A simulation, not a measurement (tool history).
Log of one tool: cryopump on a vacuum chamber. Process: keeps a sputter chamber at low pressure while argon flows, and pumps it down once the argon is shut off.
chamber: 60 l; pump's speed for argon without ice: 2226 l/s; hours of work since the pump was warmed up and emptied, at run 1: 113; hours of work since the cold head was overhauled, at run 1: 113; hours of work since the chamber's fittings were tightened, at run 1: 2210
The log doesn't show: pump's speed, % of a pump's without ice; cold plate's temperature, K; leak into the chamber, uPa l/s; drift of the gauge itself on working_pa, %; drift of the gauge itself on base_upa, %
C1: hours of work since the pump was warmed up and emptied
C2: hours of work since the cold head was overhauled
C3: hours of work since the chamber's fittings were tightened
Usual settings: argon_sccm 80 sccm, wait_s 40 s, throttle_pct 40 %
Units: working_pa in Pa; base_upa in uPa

run 1 hour=0 | argon_sccm=80 wait_s=40 throttle_pct=40 | C1=113 C2=113 C3=2210 | working_pa=0.1558 base_upa=2.86
run 2 hour=15.2 | argon_sccm=80 wait_s=40 throttle_pct=40 | C1=124 C2=124 C3=2221 | working_pa=0.1536 base_upa=2.99
run 3 hour=33.5 | argon_sccm=80 wait_s=40 throttle_pct=40 | C1=136 C2=136 C3=2233 | working_pa=0.1539 base_upa=2.86
run 4 hour=51.8 | argon_sccm=80 wait_s=40 throttle_pct=38 | C1=149 C2=149 C3=2246 | working_pa=0.1629 base_upa=3
run 5 hour=86.1 | argon_sccm=80 wait_s=40 throttle_pct=59 | C1=173 C2=173 C3=2270 | working_pa=0.1062 base_upa=3.03
run 6 hour=106.9 | argon_sccm=85 wait_s=40 throttle_pct=59 | C1=188 C2=188 C3=2285 | working_pa=0.1141 base_upa=3.05
run 7 hour=131.3 | argon_sccm=85 wait_s=40 throttle_pct=59 | C1=205 C2=205 C3=2302 | working_pa=0.1131 base_upa=3.12
run 8 hour=146.7 | argon_sccm=80 wait_s=40 throttle_pct=40 | C1=215 C2=215 C3=2312 | working_pa=0.1565 base_upa=3.03
run 9 hour=170.7 | argon_sccm=80 wait_s=40 throttle_pct=40 | C1=232 C2=232 C3=2329 | working_pa=0.156 base_upa=3.05
-- hour=180.1 leaking fittings of the chamber tightened, without venting
run 10 hour=191.3 | argon_sccm=80 wait_s=40 throttle_pct=40 | C1=245 C2=245 C3=8 | working_pa=0.157 base_upa=1.18
run 11 hour=225.3 | argon_sccm=80 wait_s=40 throttle_pct=40 | C1=269 C2=269 C3=32 | working_pa=0.1563 base_upa=1.23
run 12 hour=239.8 | argon_sccm=80 wait_s=40 throttle_pct=40 | C1=279 C2=279 C3=42 | working_pa=0.1574 base_upa=1.2
run 13 hour=256.1 | argon_sccm=80 wait_s=40 throttle_pct=40 | C1=290 C2=290 C3=53 | working_pa=0.1592 base_upa=1.24
run 14 hour=284.4 | argon_sccm=80 wait_s=40 throttle_pct=40 | C1=310 C2=310 C3=73 | working_pa=0.1575 base_upa=1.22
run 15 hour=306.2 | argon_sccm=80 wait_s=40 throttle_pct=40 | C1=325 C2=325 C3=88 | working_pa=0.1589 base_upa=1.32
run 16 hour=321.5 | argon_sccm=80 wait_s=245 throttle_pct=40 | C1=336 C2=336 C3=99 | working_pa=0.1584 base_upa=0.41
run 17 hour=337.7 | argon_sccm=80 wait_s=245 throttle_pct=40 | C1=347 C2=347 C3=110 | working_pa=0.1584 base_upa=0.4
run 18 hour=366.6 | argon_sccm=129 wait_s=40 throttle_pct=39 | C1=367 C2=367 C3=130 | working_pa=0.2618 base_upa=1.29
run 19 hour=382.8 | argon_sccm=129 wait_s=40 throttle_pct=57 | C1=379 C2=379 C3=141 | working_pa=0.182 base_upa=1.31
run 20 hour=403.8 | argon_sccm=129 wait_s=40 throttle_pct=57 | C1=393 C2=393 C3=156 | working_pa=0.1806 base_upa=1.32
run 21 hour=435.8 | argon_sccm=64 wait_s=22 throttle_pct=54 | C1=416 C2=416 C3=178 | working_pa=0.095 base_upa=2.21
run 22 hour=468 | argon_sccm=45 wait_s=40 throttle_pct=19 | C1=438 C2=438 C3=201 | working_pa=0.1847 base_upa=1.37
run 23 hour=483 | argon_sccm=45 wait_s=40 throttle_pct=19 | C1=448 C2=448 C3=211 | working_pa=0.1844 base_upa=1.33
run 24 hour=513.3 | argon_sccm=67 wait_s=40 throttle_pct=17 | C1=470 C2=470 C3=232 | working_pa=0.3041 base_upa=1.41
run 25 hour=528.1 | argon_sccm=59 wait_s=40 throttle_pct=46 | C1=480 C2=480 C3=243 | working_pa=0.1035 base_upa=1.4
run 26 hour=552.7 | argon_sccm=59 wait_s=86 throttle_pct=37 | C1=497 C2=497 C3=260 | working_pa=0.1288 base_upa=0.86
run 27 hour=570.9 | argon_sccm=59 wait_s=86 throttle_pct=37 | C1=510 C2=510 C3=272 | working_pa=0.1278 base_upa=0.88
run 28 hour=595.7 | argon_sccm=59 wait_s=86 throttle_pct=37 | C1=527 C2=527 C3=290 | working_pa=0.1274 base_upa=0.87
run 29 hour=610.2 | argon_sccm=59 wait_s=52 throttle_pct=54 | C1=537 C2=537 C3=300 | working_pa=0.0907 base_upa=1.22
run 30 hour=631.6 | argon_sccm=59 wait_s=52 throttle_pct=54 | C1=552 C2=552 C3=315 | working_pa=0.0906 base_upa=1.2
run 31 hour=661.8 | argon_sccm=59 wait_s=41 throttle_pct=25 | C1=573 C2=573 C3=336 | working_pa=0.1875 base_upa=1.47
run 32 hour=683.4 | argon_sccm=59 wait_s=41 throttle_pct=25 | C1=588 C2=588 C3=351 | working_pa=0.1866 base_upa=1.45
run 33 hour=711.5 | argon_sccm=98 wait_s=220 throttle_pct=26 | C1=608 C2=608 C3=370 | working_pa=0.2989 base_upa=0.64

Forecast run 34:
run 34 hour=747 | argon_sccm=98 wait_s=220 throttle_pct=26 | C1=632 C2=632 C3=395 | working_pa=? base_upa=?

working_pa: 0.2988 Pa
base_upa: 0.7 uPa
Without the tool's hidden state the same run would have given working_pa 0.2846 Pa, base_upa 0.31 uPa.

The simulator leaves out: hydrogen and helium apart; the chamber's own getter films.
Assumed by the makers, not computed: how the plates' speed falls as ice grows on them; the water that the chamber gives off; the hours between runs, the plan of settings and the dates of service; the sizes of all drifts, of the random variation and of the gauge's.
